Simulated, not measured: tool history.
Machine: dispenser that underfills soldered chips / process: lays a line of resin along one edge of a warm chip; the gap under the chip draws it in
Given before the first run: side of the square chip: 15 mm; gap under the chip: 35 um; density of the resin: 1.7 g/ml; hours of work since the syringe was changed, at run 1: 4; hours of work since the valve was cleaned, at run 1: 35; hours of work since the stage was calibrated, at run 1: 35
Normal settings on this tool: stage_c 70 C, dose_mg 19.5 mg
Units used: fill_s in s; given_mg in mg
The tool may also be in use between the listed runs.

run,hour,stage_c,dose_mg,hours of work since the syringe was changed,hours of work since the valve was cleaned,hours of work since the stage was calibrated,fill_s,given_mg
1,0,70,19.5,4,35,35,591.2,19.07
# hour 2.6: new syringe of resin
2,7.4,70,20.7,3,40,40,531.5,20.31
# hour 11.6: new syringe of resin
3,12.5,70,20.7,1,43,43,441.6,20.17
# hour 20.8: new syringe of resin
4,23.6,70,20.7,2,51,51,486.1,20.13
# hour 29.6: new syringe of resin
5,34.1,70,20.7,3,58,58,533.3,20.12
# hour 39.1: new syringe of resin
6,40.3,70,23.2,1,61,61,445.1,22.39
7,44.9,70,19.5,4,64,64,585.6,18.73
# hour 48: new syringe of resin
8,50,70,19.5,1,68,68,466.2,18.79
# hour 56.9: new syringe of resin
9,56.9,70,19.5,0,72,72,418.5,18.7
# hour 60.3: dispensing valve cleaned and set on the balance
10,65.8,70,19.5,5,4,77,630.5,19.34
# hour 66.8: new syringe of resin
# hour 76.1: new syringe of resin
11,77.3,70,19.5,1,11,85,454.8,19.25
# hour 85.4: new syringe of resin
12,85.4,70,19.5,0,16,90,420.6,19.28
13,91.2,67,19.5,4,20,94,630.3,19.25
# hour 95: new syringe of resin
14,98.7,70,21.3,2,25,99,501.2,20.94
# hour 104.1: new syringe of resin
15,106.2,70,19.5,1,30,103,484.1,19.05
# hour 113.3: new syringe of resin
16,116.4,70,19.5,2,36,110,498.8,19.01
# hour 122.5: new syringe of resin
17,122.7,70,19.5,0,40,114,435.5,18.95
18,128.7,69,17.4,4,44,118,643.4,16.95
# hour 131.4: new syringe of resin
19,137.7,82,23.6,4,50,124,395.7,22.76
# hour 140.8: new syringe of resin
20,142.7,81,22.8,1,53,127,321.3,21.91
21,147.3,69,17,4,56,130,663.2,16.41
# hour 149.7: new syringe of resin
22,154.4,81,24.3,3,61,135,382.9,23.36
# hour 158.7: new syringe of resin
23,164.1,83,24.7,4,67,141,370.6,23.5
# hour 167.9: new syringe of resin
24,172.2,66,23.3,3,72,146,609.2,22.17
# hour 175: dispensing valve cleaned and set on the balance
# hour 177.7: new syringe of resin
25,183.1,70,17.7,4,5,152,594.6,17.71
# hour 187.2: new syringe of resin
26,189.6,59,19.5,2,9,157,728.8,19.3
27,194.5,59,19.5,5,13,160,957.5,19.23
# hour 196.5: new syringe of resin
28,203.7,59,19.5,5,19,166,935.3,19.29
# hour 205.3: new syringe of resin
29,211.8,75,17,4,24,171,539.8,16.83
# hour 214.2: new syringe of resin
30,220.1,75,17,4,29,176,531.5,16.69
# hour 223.1: new syringe of resin
31,226.8,61,20.6,2,33,181,712.4,20.25
# hour 232.1: new syringe of resin
32,232.5,61,19.7,0,37,184,595.4,19.39
# hour 241.6: new syringe of resin
33,242.8,61,19.7,1,44,191,634.5,19.17

Per-run results on a tool with no hidden state, each run keeping its own random variation:
Hidden state at play: resin's viscosity, % of fresh resin's; dose that the valve gives, % of what is set; true chip temperature over the reading, C; drift of the gauge itself on fill_s, %; drift of the gauge itself on given_mg, %.
run,fill_s,given_mg
1,416.1,19.46
2,403.7,20.78
3,417.3,20.66
4,408.4,20.72
5,410.3,20.78
6,412.3,23.19
7,416.9,19.44
8,418,19.54
9,419.3,19.49
10,410.7,19.45
11,420.2,19.45
12,413.5,19.55
13,446,19.56
14,411,21.34
15,417.2,19.46
16,414,19.51
17,421.1,19.49
18,441.3,17.48
19,273.7,23.56
20,283.1,22.72
21,447.3,17.04
22,283.2,24.32
23,264.9,24.57
24,468.1,23.24
25,426.7,17.76
26,619.8,19.4
27,621.2,19.36
28,618.2,19.5
29,363.3,17.06
30,366.5,16.97
31,563.6,20.64
32,566.1,19.8
33,568,19.65
